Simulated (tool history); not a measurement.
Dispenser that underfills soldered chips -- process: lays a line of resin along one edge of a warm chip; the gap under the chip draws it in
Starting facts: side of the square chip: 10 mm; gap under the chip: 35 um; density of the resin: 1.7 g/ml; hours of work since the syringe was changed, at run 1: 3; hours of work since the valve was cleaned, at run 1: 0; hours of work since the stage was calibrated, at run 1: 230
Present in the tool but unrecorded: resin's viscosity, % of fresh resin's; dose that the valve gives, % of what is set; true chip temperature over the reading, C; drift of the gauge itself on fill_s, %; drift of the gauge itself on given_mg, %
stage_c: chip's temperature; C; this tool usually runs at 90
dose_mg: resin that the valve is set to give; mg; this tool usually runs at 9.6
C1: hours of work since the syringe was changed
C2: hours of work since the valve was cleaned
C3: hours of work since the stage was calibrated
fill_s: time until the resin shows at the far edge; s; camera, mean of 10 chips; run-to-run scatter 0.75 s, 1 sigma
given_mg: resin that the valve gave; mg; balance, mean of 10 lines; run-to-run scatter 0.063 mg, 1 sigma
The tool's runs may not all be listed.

run 1 hour=0 | stage_c=90 dose_mg=9.6 | C1=3 C2=0 C3=230 | fill_s=76.5 given_mg=9.57
run 2 hour=7.2 | stage_c=90 dose_mg=9.6 | C1=7 C2=4 C3=234 | fill_s=94.8 given_mg=9.52
run 3 hour=13.4 | stage_c=90 dose_mg=9.6 | C1=11 C2=8 C3=238 | fill_s=110.7 given_mg=9.46
-- hour=14.9 new syringe of resin
run 4 hour=19.4 | stage_c=90 dose_mg=9.6 | C1=3 C2=12 C3=242 | fill_s=75.7 given_mg=9.48
run 5 hour=28.4 | stage_c=90 dose_mg=9.6 | C1=8 C2=17 C3=247 | fill_s=94.8 given_mg=9.44
-- hour=35.1 new syringe of resin
run 6 hour=38.1 | stage_c=90 dose_mg=9.6 | C1=2 C2=23 C3=253 | fill_s=73.3 given_mg=9.48
run 7 hour=44.2 | stage_c=90 dose_mg=9.6 | C1=5 C2=26 C3=256 | fill_s=86.3 given_mg=9.42
run 8 hour=48.9 | stage_c=90 dose_mg=9.6 | C1=8 C2=29 C3=259 | fill_s=97.1 given_mg=9.36
-- hour=55.7 new syringe of resin
run 9 hour=56.8 | stage_c=90 dose_mg=9.6 | C1=1 C2=34 C3=264 | fill_s=71 given_mg=9.28
run 10 hour=62.5 | stage_c=90 dose_mg=9.6 | C1=4 C2=37 C3=267 | fill_s=81.9 given_mg=9.27
run 11 hour=68.8 | stage_c=90 dose_mg=9.6 | C1=8 C2=41 C3=271 | fill_s=98.8 given_mg=9.35
-- hour=76 new syringe of resin
run 12 hour=78.7 | stage_c=90 dose_mg=9.6 | C1=2 C2=47 C3=277 | fill_s=73 given_mg=9.21
-- hour=88.5 dispensing valve cleaned and set on the balance
run 13 hour=89.2 | stage_c=90 dose_mg=11.08 | C1=7 C2=0 C3=283 | fill_s=92.3 given_mg=11.04
run 14 hour=95.8 | stage_c=90 dose_mg=11.08 | C1=11 C2=4 C3=287 | fill_s=110.2 given_mg=11.01
-- hour=96.9 new syringe of resin
run 15 hour=104.2 | stage_c=90 dose_mg=11.08 | C1=4 C2=9 C3=292 | fill_s=80.2 given_mg=10.92
run 16 hour=109 | stage_c=90 dose_mg=9.6 | C1=7 C2=12 C3=295 | fill_s=94.7 given_mg=9.46
-- hour=116.8 new syringe of resin
run 17 hour=116.8 | stage_c=90 dose_mg=9.6 | C1=0 C2=17 C3=299 | fill_s=66.7 given_mg=9.38
run 18 hour=124.8 | stage_c=80 dose_mg=8.29 | C1=5 C2=22 C3=304 | fill_s=124.3 given_mg=8.1
run 19 hour=131.7 | stage_c=92 dose_mg=11.72 | C1=9 C2=26 C3=308 | fill_s=89.6 given_mg=11.42
run 20 hour=136.2 | stage_c=97 dose_mg=8.5 | C1=12 C2=29 C3=311 | fill_s=88 given_mg=8.28
-- hour=137 new syringe of resin
run 21 hour=140.7 | stage_c=97 dose_mg=8.5 | C1=2 C2=31 C3=314 | fill_s=59.3 given_mg=8.39
run 22 hour=146.3 | stage_c=77 dose_mg=9.72 | C1=6 C2=35 C3=317 | fill_s=142.6 given_mg=9.37
run 23 hour=154.3 | stage_c=104 dose_mg=10.45 | C1=11 C2=39 C3=322 | fill_s=64.8 given_mg=9.98
-- hour=157.2 new syringe of resin
run 24 hour=158.7 | stage_c=104 dose_mg=10.45 | C1=1 C2=42 C3=324 | fill_s=41.8 given_mg=9.99
run 25 hour=164.1 | stage_c=83 dose_mg=10.84 | C1=4 C2=45 C3=328 | fill_s=102.9 given_mg=10.37
run 26 hour=173 | stage_c=83 dose_mg=10.84 | C1=10 C2=51 C3=333 | fill_s=130.5 given_mg=10.22
-- hour=176.7 dispensing valve cleaned and set on the balance
-- hour=178.4 new syringe of resin
run 27 hour=180.3 | stage_c=77 dose_mg=8.66 | C1=1 C2=2 C3=337 | fill_s=115.4 given_mg=8.65
run 28 hour=186.2 | stage_c=92 dose_mg=12.34 | C1=5 C2=6 C3=340 | fill_s=74.6 given_mg=12.36
run 29 hour=190.8 | stage_c=92 dose_mg=12.34 | C1=8 C2=8 C3=343 | fill_s=85.2 given_mg=12.21
run 30 hour=195.9 | stage_c=104 dose_mg=12.18 | C1=11 C2=11 C3=346 | fill_s=62.5 given_mg=12.01
-- hour=198.7 new syringe of resin
run 31 hour=205.8 | stage_c=104 dose_mg=12.18 | C1=4 C2=17 C3=352 | fill_s=49 given_mg=11.97
run 32 hour=213.2 | stage_c=104 dose_mg=12.18 | C1=9 C2=22 C3=356 | fill_s=61.1 given_mg=11.93
run 33 hour=217.4 | stage_c=104 dose_mg=12.18 | C1=11 C2=24 C3=359 | fill_s=67.1 given_mg=11.94
-- hour=219 new syringe of resin
run 34 hour=227.3 | stage_c=98 dose_mg=11.99 | C1=5 C2=30 C3=365 | fill_s=61.2 given_mg=11.68

Pick out some run-to-run changes in fill_s. Of each, how much would a tool without hidden state show as well, from the settings, what came in and chance, and how much is left for the hidden state and any gauge scatter not in both results compared?
Run 3 -> 4: new syringe of resin. fill_s -35 s: hidden state -35.9, all else +0.9.
Run 14 -> 15: new syringe of resin. fill_s -30 s: hidden state -30.3, all else +0.3.
Run 21 -> 22: stage_c 97 -> 77, dose_mg 8.5 -> 9.72. fill_s +83.3 s: hidden state +24.6, all else +58.7.
Run 22 -> 23: stage_c 77 -> 104, dose_mg 9.72 -> 10.45. fill_s -77.8 s: hidden state -5.8, all else -72.
Run 24 -> 25: stage_c 104 -> 83, dose_mg 10.45 -> 10.84. fill_s +61.1 s: hidden state +13.8, all else +47.3.
Run 26 -> 27: stage_c 83 -> 77, dose_mg 10.84 -> 8.66, dispensing valve cleaned and set on the balance, new syringe of resin. fill_s -15.1 s: hidden state -41.9, all else +26.8.
